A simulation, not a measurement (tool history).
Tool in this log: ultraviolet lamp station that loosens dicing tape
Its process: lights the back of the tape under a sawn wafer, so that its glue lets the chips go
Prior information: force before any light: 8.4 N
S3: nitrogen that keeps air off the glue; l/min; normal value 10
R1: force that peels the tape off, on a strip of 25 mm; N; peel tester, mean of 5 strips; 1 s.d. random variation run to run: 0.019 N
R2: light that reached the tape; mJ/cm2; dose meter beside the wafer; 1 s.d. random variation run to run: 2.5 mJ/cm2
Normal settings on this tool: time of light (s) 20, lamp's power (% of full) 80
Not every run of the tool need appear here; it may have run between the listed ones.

{"run": 1, "hour": 0.0, "time of light (s)": 20, "lamp's power (% of full)": 80, "S3": 10, "R1": 1.064, "R2": 269}
{"run": 2, "hour": 54.6, "time of light (s)": 20, "lamp's power (% of full)": 80, "S3": 10, "R1": 1.084, "R2": 265}
{"hour": 121.8, "done": "window cleaned of glue's vapour"}
{"run": 3, "hour": 142.3, "time of light (s)": 20, "lamp's power (% of full)": 80, "S3": 5, "R1": 1.993, "R2": 246}
{"run": 4, "hour": 187.5, "time of light (s)": 33, "lamp's power (% of full)": 80, "S3": 5, "R1": 0.819, "R2": 403}
{"run": 5, "hour": 277.4, "time of light (s)": 33, "lamp's power (% of full)": 80, "S3": 5, "R1": 0.956, "R2": 392}
{"run": 6, "hour": 325.5, "time of light (s)": 33, "lamp's power (% of full)": 80, "S3": 5, "R1": 0.938, "R2": 388}
{"run": 7, "hour": 403.1, "time of light (s)": 20, "lamp's power (% of full)": 80, "S3": 17, "R1": 1.055, "R2": 225}
{"run": 8, "hour": 476.6, "time of light (s)": 20, "lamp's power (% of full)": 80, "S3": 17, "R1": 1.092, "R2": 220}
{"run": 9, "hour": 544.7, "time of light (s)": 20, "lamp's power (% of full)": 80, "S3": 10, "R1": 1.619, "R2": 210}
{"hour": 620.6, "done": "window cleaned of glue's vapour, once more"}
{"run": 10, "hour": 637.8, "time of light (s)": 20, "lamp's power (% of full)": 80, "S3": 10, "R1": 1.293, "R2": 237}
{"run": 11, "hour": 689.4, "time of light (s)": 20, "lamp's power (% of full)": 80, "S3": 10, "R1": 1.347, "R2": 235}
{"run": 12, "hour": 738.1, "time of light (s)": 20, "lamp's power (% of full)": 80, "S3": 5, "R1": 2.22, "R2": 229}
{"run": 13, "hour": 805.8, "time of light (s)": 20, "lamp's power (% of full)": 80, "S3": 5, "R1": 2.185, "R2": 225}
{"run": 14, "hour": 872.6, "time of light (s)": 20, "lamp's power (% of full)": 80, "S3": 10, "R1": 1.528, "R2": 218}
{"run": 15, "hour": 948.1, "time of light (s)": 20, "lamp's power (% of full)": 80, "S3": 10, "R1": 1.624, "R2": 215}
{"run": 16, "hour": 1020.1, "time of light (s)": 20, "lamp's power (% of full)": 80, "S3": 10, "R1": 1.683, "R2": 205}
{"run": 17, "hour": 1071.0, "time of light (s)": 20, "lamp's power (% of full)": 80, "S3": 10, "R1": 1.736, "R2": 203}
{"run": 18, "hour": 1137.2, "time of light (s)": 40, "lamp's power (% of full)": 80, "S3": 10, "R1": 0.498, "R2": 391}
{"run": 19, "hour": 1185.7, "time of light (s)": 40, "lamp's power (% of full)": 80, "S3": 10, "R1": 0.513, "R2": 386}
{"run": 20, "hour": 1258.5, "time of light (s)": 20, "lamp's power (% of full)": 62, "S3": 10, "R1": 2.678, "R2": 146}
{"run": 21, "hour": 1319.6, "time of light (s)": 22, "lamp's power (% of full)": 80, "S3": 14, "R1": 1.47, "R2": 201}
{"run": 22, "hour": 1408.3, "time of light (s)": 20, "lamp's power (% of full)": 80, "S3": 8, "R1": 2.366, "R2": 173}
{"run": 23, "hour": 1471.9, "time of light (s)": 17, "lamp's power (% of full)": 87, "S3": 10, "R1": 2.493, "R2": 151}
{"run": 24, "hour": 1552.2, "time of light (s)": 14, "lamp's power (% of full)": 87, "S3": 10, "R1": 3.298, "R2": 124}
{"hour": 1621.9, "done": "window cleaned of glue's vapour"}
{"run": 25, "hour": 1632.7, "time of light (s)": 37, "lamp's power (% of full)": 80, "S3": 18, "R1": 0.531, "R2": 304}
{"run": 26, "hour": 1693.9, "time of light (s)": 37, "lamp's power (% of full)": 80, "S3": 18, "R1": 0.575, "R2": 293}
{"hour": 1702.0, "done": "lamp changed"}
{"run": 27, "hour": 1756.1, "time of light (s)": 37, "lamp's power (% of full)": 76, "S3": 7, "R1": 0.41, "R2": 493}
{"run": 28, "hour": 1829.8, "time of light (s)": 36, "lamp's power (% of full)": 80, "S3": 10, "R1": 0.298, "R2": 490}
{"run": 29, "hour": 1875.9, "time of light (s)": 36, "lamp's power (% of full)": 80, "S3": 10, "R1": 0.299, "R2": 482}
{"run": 30, "hour": 1916.4, "time of light (s)": 36, "lamp's power (% of full)": 96, "S3": 8, "R1": 0.27, "R2": 571}
{"run": 31, "hour": 1961.6, "time of light (s)": 36, "lamp's power (% of full)": 96, "S3": 8, "R1": 0.287, "R2": 570}

The next listed run, before its measurement:
{"run": 32, "hour": 2024.3, "time of light (s)": 36, "lamp's power (% of full)": 96, "S3": 8, "R1": "?", "R2": "?"}

Run 32 yielded R1 0.277 N, R2 555 mJ/cm2.
Had the tool carried no hidden state, the very same run would have given R1 0.226 N, R2 628 mJ/cm2.
